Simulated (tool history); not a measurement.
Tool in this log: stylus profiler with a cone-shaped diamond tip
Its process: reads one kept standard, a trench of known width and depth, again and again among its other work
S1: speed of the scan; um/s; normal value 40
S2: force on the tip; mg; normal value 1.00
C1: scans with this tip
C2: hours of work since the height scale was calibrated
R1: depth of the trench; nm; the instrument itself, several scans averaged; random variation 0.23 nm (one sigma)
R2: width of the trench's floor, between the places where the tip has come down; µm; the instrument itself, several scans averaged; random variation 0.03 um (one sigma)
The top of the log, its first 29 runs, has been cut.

| run | hour | S1 | S2 | C1 | C2 | R1 | R2 |
|---|---|---|---|---|---|---|---|
| 30 | 313.5 | 32 | 1.00 | 4314 | 487 | 1006.14 | 43.04 |
| 31 | 321.7 | 39 | 1.26 | 4362 | 492 | 1007.60 | 43.05 |
| 32 | 333.9 | 16 | 1.00 | 4434 | 500 | 1006.26 | 43.18 |
| 33 | 349.0 | 14 | 1.58 | 4522 | 510 | 1009.44 | 43.22 |
| 34 | 360.2 | 35 | 0.52 | 4588 | 517 | 1003.14 | 42.89 |
| 35 | 368.7 | 43 | 0.52 | 4637 | 523 | 1003.87 | 42.77 |
| 36 | 380.5 | 39 | 0.50 | 4707 | 531 | 1003.45 | 42.85 |
| 37 | 391.4 | 39 | 1.61 | 4770 | 538 | 1009.19 | 43.08 |
| 38 | 404.5 | 40 | 2.76 | 4847 | 547 | 1014.34 | 43.05 |

4 ways to go on from here, each from the tool as it stands after run 38. What would each give?
| A | 418.3 | 157 | 1.86 | 4928 | 556 | ? | ? |
| B | 418.3 | 20 | 0.38 | 4928 | 556 | ? | ? |
| C | 418.3 | 88 | 0.39 | 4928 | 556 | ? | ? |
| D | 418.3 | 40 | 2.28 | 4928 | 556 | ? | ? |

| run | R1 | R2 |
|---|---|---|
| A | 1010.51 | 42.21 |
| B | 1002.20 | 42.96 |
| C | 1002.51 | 41.99 |
| D | 1012.24 | 43.02 |
Take away the tool's hidden state, keep each run's random variation, and the runs would have read:
| run | R1 | R2 |
|---|---|---|
| A | 1012.47 | 42.94 |
| B | 1004.14 | 43.70 |
| C | 1004.45 | 42.72 |
| D | 1014.21 | 43.75 |

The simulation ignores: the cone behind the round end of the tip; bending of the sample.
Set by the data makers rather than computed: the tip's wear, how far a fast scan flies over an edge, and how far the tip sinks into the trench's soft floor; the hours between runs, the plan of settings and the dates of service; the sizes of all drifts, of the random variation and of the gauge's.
